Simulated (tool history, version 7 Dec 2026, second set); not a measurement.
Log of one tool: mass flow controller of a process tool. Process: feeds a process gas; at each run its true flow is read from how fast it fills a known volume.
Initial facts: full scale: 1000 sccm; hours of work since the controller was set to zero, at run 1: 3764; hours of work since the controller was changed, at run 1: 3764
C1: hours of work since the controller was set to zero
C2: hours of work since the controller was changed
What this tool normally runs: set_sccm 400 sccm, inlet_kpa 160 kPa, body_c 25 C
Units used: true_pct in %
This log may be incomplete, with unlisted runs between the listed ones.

run 1 day=0 | set_sccm=400 inlet_kpa=160 body_c=25 | C1=3764 C2=3764 | true_pct=99.13
run 2 day=5.817 | set_sccm=400 inlet_kpa=266 body_c=25 | C1=3821 C2=3821 | true_pct=98.87
run 3 day=13.338 | set_sccm=400 inlet_kpa=160 body_c=33 | C1=3895 C2=3895 | true_pct=98.7
run 4 day=20.758 | set_sccm=400 inlet_kpa=160 body_c=33 | C1=3967 C2=3967 | true_pct=98.63
run 5 day=29.525 | set_sccm=400 inlet_kpa=160 body_c=33 | C1=4053 C2=4053 | true_pct=98.82
run 6 day=35.375 | set_sccm=400 inlet_kpa=160 body_c=33 | C1=4110 C2=4110 | true_pct=98.67
run 7 day=42.125 | set_sccm=233 inlet_kpa=160 body_c=25 | C1=4176 C2=4176 | true_pct=99.98
run 8 day=47.85 | set_sccm=233 inlet_kpa=160 body_c=25 | C1=4232 C2=4232 | true_pct=99.85
run 9 day=53.683 | set_sccm=400 inlet_kpa=160 body_c=23 | C1=4289 C2=4289 | true_pct=98.9
run 10 day=63.571 | set_sccm=400 inlet_kpa=160 body_c=36 | C1=4386 C2=4386 | true_pct=98.42
run 11 day=72.9 | set_sccm=496 inlet_kpa=199 body_c=25 | C1=4477 C2=4477 | true_pct=98.53
run 12 day=78.05 | set_sccm=496 inlet_kpa=199 body_c=25 | C1=4528 C2=4528 | true_pct=98.55
run 13 day=86.379 | set_sccm=131 inlet_kpa=169 body_c=32 | C1=4609 C2=4609 | true_pct=101.53
run 14 day=92.196 | set_sccm=131 inlet_kpa=169 body_c=32 | C1=4666 C2=4666 | true_pct=101.61
run 15 day=101.954 | set_sccm=138 inlet_kpa=244 body_c=23 | C1=4761 C2=4761 | true_pct=101.52
run 16 day=110.554 | set_sccm=449 inlet_kpa=161 body_c=32 | C1=4845 C2=4845 | true_pct=98.36
run 17 day=116.704 | set_sccm=449 inlet_kpa=161 body_c=32 | C1=4905 C2=4905 | true_pct=98.3
run 18 day=121.767 | set_sccm=449 inlet_kpa=163 body_c=32 | C1=4955 C2=4955 | true_pct=98.46
run 19 day=126.379 | set_sccm=449 inlet_kpa=163 body_c=32 | C1=5000 C2=5000 | true_pct=98.42
run 20 day=134.95 | set_sccm=449 inlet_kpa=163 body_c=32 | C1=5084 C2=5084 | true_pct=98.23

5 ways to go on from here, each from the tool as it stands after run 20. What would each give?
run A day=144.033 | set_sccm=544 inlet_kpa=163 body_c=31 | C1=5173 C2=5173 | true_pct=?
run B day=144.033 | set_sccm=449 inlet_kpa=240 body_c=23 | C1=5173 C2=5173 | true_pct=?
run C day=144.033 | set_sccm=665 inlet_kpa=197 body_c=33 | C1=5173 C2=5173 | true_pct=?
run D day=144.033 | set_sccm=444 inlet_kpa=192 body_c=22 | C1=5173 C2=5173 | true_pct=?
run E day=144.033 | set_sccm=400 inlet_kpa=160 body_c=25 | C1=5173 C2=5173 | true_pct=?

run=A true_pct=98.17
run=B true_pct=98.57
run=C true_pct=97.9
run=D true_pct=98.58
run=E true_pct=98.83
Without the tool's unlogged condition, the same runs would have read:
run=A true_pct=99.72
run=B true_pct=99.87
run=C true_pct=99.67
run=D true_pct=99.86
run=E true_pct=99.94
